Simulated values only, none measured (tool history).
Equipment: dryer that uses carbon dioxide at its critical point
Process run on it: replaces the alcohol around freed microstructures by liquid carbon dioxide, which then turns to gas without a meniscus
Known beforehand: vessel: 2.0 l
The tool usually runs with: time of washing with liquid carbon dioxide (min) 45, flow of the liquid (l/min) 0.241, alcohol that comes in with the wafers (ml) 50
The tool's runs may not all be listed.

run     day  time of washing with liquid carbon dioxide (min)  flow of the liquid (l/min)  alcohol that comes in with the wafers (ml)  alcohol left in the vessel before it's heated (ppm by volume)
  1       0                                                45                       0.241                                          50                                                            716
      0.758  -- inlet filter changed
  2   2.958                                                45                       0.241                                          50                                                            601
  3   5.354                                                45                       0.241                                          50                                                            628
  4   7.654                                                45                       0.241                                          50                                                            673
  5  10.579                                                45                       0.241                                          81                                                           1139
     11.792  -- inlet filter changed
  6   11.95                                                45                       0.255                                          81                                                            695
  7  14.725                                                45                       0.401                                          44                                                             74
  8  17.633                                                67                       0.241                                          50                                                            150
  9  19.175                                                45                       0.368                                          28                                                             84
 10  21.688                                                45                       0.368                                          28                                                             98
     22.721  -- inlet filter changed
 11  24.475                                                45                       0.335                                          97                                                            249
     25.588  -- purifier's bed changed
 12  27.567                                                45                       0.335                                          97                                                            227

Selected run-to-run steps in alcohol left in the vessel before it's heated (ppm by volume), each split into two signed amounts: the part the tool would show with no hidden state at all (from settings, incoming material and random variation), and the remainder, which goes to the hidden state together with any gauge scatter not common to the measured and the hidden-state-free results:
The hidden state here: flow that reaches the vessel past the clogged filter, %; alcohol in the recycled carbon dioxide, ppm; drift of the gauge itself on alcohol_ppm, %.
Run 5 -> 6: flow of the liquid (l/min) 0.241 -> 0.255, inlet filter changed. alcohol left in the vessel before it's heated (ppm by volume) -444: hidden state -280, all else -164.
Run 6 -> 7: flow of the liquid (l/min) 0.255 -> 0.401, alcohol that comes in with the wafers (ml) 81 -> 44. alcohol left in the vessel before it's heated (ppm by volume) -621: hidden state +1, all else -622.

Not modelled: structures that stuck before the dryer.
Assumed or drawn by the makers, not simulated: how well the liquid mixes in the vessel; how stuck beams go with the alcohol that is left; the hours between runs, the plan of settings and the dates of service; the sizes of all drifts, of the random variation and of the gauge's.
